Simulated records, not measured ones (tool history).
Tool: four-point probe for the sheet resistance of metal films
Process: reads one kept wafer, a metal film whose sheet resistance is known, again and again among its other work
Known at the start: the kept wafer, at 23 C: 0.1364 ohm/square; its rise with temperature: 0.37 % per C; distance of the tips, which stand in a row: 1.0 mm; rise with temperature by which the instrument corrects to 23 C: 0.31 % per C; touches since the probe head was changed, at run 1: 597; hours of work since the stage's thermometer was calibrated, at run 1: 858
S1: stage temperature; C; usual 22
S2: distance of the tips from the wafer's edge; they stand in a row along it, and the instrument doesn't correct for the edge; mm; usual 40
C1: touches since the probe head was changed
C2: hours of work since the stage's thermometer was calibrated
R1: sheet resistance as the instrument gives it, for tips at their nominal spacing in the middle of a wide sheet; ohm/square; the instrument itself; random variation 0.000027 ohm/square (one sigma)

| run | hour | S1 | S2 | C1 | C2 | R1 |
|---|---|---|---|---|---|---|
| 1 | 0.0 | 22 | 40 | 597 | 858 | 0.136858 |
| 2 | 16.3 | 22 | 40 | 1027 | 869 | 0.136802 |
| 3 | 28.8 | 22 | 40 | 1355 | 877 | 0.136758 |
| 4 | 52.6 | 22 | 40 | 1984 | 893 | 0.136748 |
| 5 | 71.1 | 22 | 40 | 2470 | 905 | 0.136807 |
| 6 | 87.7 | 22 | 40 | 2909 | 916 | 0.136762 |
| 7 | 100.4 | 22 | 40 | 3241 | 924 | 0.136762 |
| 8 | 120.3 | 22 | 40 | 3766 | 938 | 0.136769 |
| 9 | 143.4 | 29 | 40 | 4374 | 953 | 0.137304 |
| 10 | 160.4 | 29 | 40 | 4823 | 964 | 0.137321 |
| 11 | 173.1 | 29 | 40 | 5159 | 973 | 0.137379 |
| 12 | 184.0 | 26 | 40 | 5445 | 980 | 0.137054 |
| 13 | 197.6 | 22 | 40 | 5803 | 989 | 0.136681 |
| 14 | 220.9 | 22 | 40 | 6417 | 1004 | 0.136685 |
| 15 | 238.2 | 22 | 20 | 6873 | 1016 | 0.136816 |
| 16 | 257.1 | 22 | 20 | 7370 | 1029 | 0.136809 |
| 17 | 275.9 | 22 | 20 | 7865 | 1041 | 0.136803 |
| 18 | 298.1 | 22 | 20 | 8452 | 1056 | 0.136773 |
| 19 | 315.3 | 25 | 20 | 8905 | 1067 | 0.137088 |
| 20 | 325.9 | 22 | 40 | 9184 | 1074 | 0.136642 |
| 21 | 347.6 | 22 | 40 | 9756 | 1089 | 0.136621 |
| 22 | 369.4 | 22 | 11 | 10330 | 1103 | 0.137184 |
| 23 | 392.1 | 31 | 62 | 10929 | 1118 | 0.137395 |
| 24 | 413.0 | 31 | 62 | 11479 | 1132 | 0.137388 |
| 25 | 432.8 | 31 | 62 | 12001 | 1145 | 0.137374 |
| 26 | 445.6 | 31 | 8 | 12339 | 1154 | 0.138478 |
| 27 | 469.7 | 34 | 35 | 12972 | 1170 | 0.137637 |
| 28 | 489.7 | 20 | 18 | 13500 | 1183 | 0.136523 |
| 29 | 511.0 | 25 | 28 | 14061 | 1197 | 0.136840 |
| 30 | 521.4 | 25 | 37 | 14334 | 1204 | 0.136783 |
| 31 | 541.4 | 18 | 49 | 14862 | 1217 | 0.136068 |
| 32 | 562.8 | 18 | 49 | 15426 | 1232 | 0.136096 |
| 33 | 573.0 | 18 | 49 | 15694 | 1238 | 0.136157 |
| 34 | 585.8 | 27 | 4 | 16032 | 1247 | 0.141348 |
| 35 | 607.1 | 22 | 3 | 16592 | 1261 | 0.144094 |
| 36 | 619.8 | 26 | 5 | 16928 | 1269 | 0.139651 |
| 37 | 630.9 | 26 | 5 | 17220 | 1277 | 0.139644 |
| 38 | 654.4 | 28 | 55 | 17840 | 1292 | 0.136980 |
| 39 | 673.6 | 32 | 15 | 18345 | 1305 | 0.137658 |
| 40 | 685.6 | 35 | 4 | 18662 | 1313 | 0.142011 |
| 41 | 706.0 | 30 | 4 | 19198 | 1327 | 0.141547 |
| 42 | 722.7 | 31 | 48 | 19639 | 1338 | 0.137249 |
| 43 | 744.4 | 31 | 18 | 20211 | 1352 | 0.137426 |
| 44 | 767.3 | 32 | 22 | 20813 | 1367 | 0.137392 |

Hidden state or all else? Some run-to-run changes of R1, split into what the settings, what came in and random variation would give without the hidden state, and what is left for the hidden state (with any gauge scatter that isn't in both results):
The hidden state here: inner tips' distance over the nominal, %; tips' flats over new ones', %; wafer's true temperature over the reading, C; drift of the gauge itself on sheet_ohm, %.
Run 27 -> 28: S1 34 -> 20, S2 35 -> 18. R1 -0.001114 ohm/square: hidden state -0.000021, all else -0.001093.
Run 30 -> 31: S1 25 -> 18, S2 37 -> 49. R1 -0.000715 ohm/square: hidden state -0.000016, all else -0.000699.
Run 33 -> 34: S1 18 -> 27, S2 49 -> 4. R1 +0.005191 ohm/square: hidden state +0.000003, all else +0.005188.
Run 35 -> 36: S1 22 -> 26, S2 3 -> 5. R1 -0.004443 ohm/square: hidden state -0.000007, all else -0.004436.
Run 39 -> 40: S1 32 -> 35, S2 15 -> 4. R1 +0.004353 ohm/square: hidden state -0.000002, all else +0.004355.
Run 40 -> 41: S1 35 -> 30. R1 -0.000464 ohm/square: hidden state -0.000016, all else -0.000448.

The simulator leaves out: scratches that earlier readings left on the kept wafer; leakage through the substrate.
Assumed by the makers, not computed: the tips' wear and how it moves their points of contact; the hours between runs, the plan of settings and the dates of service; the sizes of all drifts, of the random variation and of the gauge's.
